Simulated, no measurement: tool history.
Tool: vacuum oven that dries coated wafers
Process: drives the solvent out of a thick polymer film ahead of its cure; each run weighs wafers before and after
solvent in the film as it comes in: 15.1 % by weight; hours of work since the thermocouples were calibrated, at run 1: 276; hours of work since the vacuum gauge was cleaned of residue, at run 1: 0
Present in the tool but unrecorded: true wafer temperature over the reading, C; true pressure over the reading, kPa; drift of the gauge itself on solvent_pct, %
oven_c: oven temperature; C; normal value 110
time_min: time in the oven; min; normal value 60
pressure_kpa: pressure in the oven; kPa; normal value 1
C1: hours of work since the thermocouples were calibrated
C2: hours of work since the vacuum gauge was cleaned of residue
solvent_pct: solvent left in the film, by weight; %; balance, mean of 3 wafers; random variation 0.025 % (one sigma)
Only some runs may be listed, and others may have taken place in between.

run 1 hour=0 | oven_c=110 time_min=60 pressure_kpa=1 | C1=276 C2=0 | solvent_pct=3.37
run 2 hour=59.6 | oven_c=110 time_min=60 pressure_kpa=1 | C1=323 C2=47 | solvent_pct=3.34
run 3 hour=109.8 | oven_c=110 time_min=60 pressure_kpa=1 | C1=362 C2=87 | solvent_pct=3.32
run 4 hour=191.8 | oven_c=110 time_min=60 pressure_kpa=1 | C1=427 C2=152 | solvent_pct=3.32
run 5 hour=259.6 | oven_c=97 time_min=60 pressure_kpa=1 | C1=481 C2=205 | solvent_pct=6.59
run 6 hour=330.3 | oven_c=97 time_min=60 pressure_kpa=1 | C1=537 C2=261 | solvent_pct=6.61
run 7 hour=397 | oven_c=110 time_min=60 pressure_kpa=1 | C1=590 C2=314 | solvent_pct=3.3
run 8 hour=471.5 | oven_c=110 time_min=60 pressure_kpa=1 | C1=649 C2=373 | solvent_pct=3.27
run 9 hour=551.8 | oven_c=110 time_min=60 pressure_kpa=1 | C1=712 C2=437 | solvent_pct=3.27
run 10 hour=610.3 | oven_c=110 time_min=33 pressure_kpa=2.17 | C1=758 C2=483 | solvent_pct=6.12
-- hour=636.5 oven's thermocouples calibrated
run 11 hour=688 | oven_c=110 time_min=33 pressure_kpa=2.17 | C1=41 C2=543 | solvent_pct=5.93
run 12 hour=755.4 | oven_c=110 time_min=49 pressure_kpa=1 | C1=94 C2=596 | solvent_pct=3.89
run 13 hour=841.7 | oven_c=110 time_min=49 pressure_kpa=1 | C1=162 C2=664 | solvent_pct=3.89
-- hour=908.1 oven's thermocouples calibrated, once more
run 14 hour=909.4 | oven_c=110 time_min=49 pressure_kpa=1.95 | C1=1 C2=716 | solvent_pct=4.79
run 15 hour=996.3 | oven_c=110 time_min=49 pressure_kpa=1.26 | C1=70 C2=785 | solvent_pct=4.54

Predict the results of run 16:
run 16 hour=1042.8 | oven_c=103 time_min=42 pressure_kpa=1.26 | C1=107 C2=822 | solvent_pct=?

solvent_pct: 6.96 %
Take away the tool's hidden state, keep the run-to-run variation as it was, and the same run would have given solvent_pct 6.89 %.
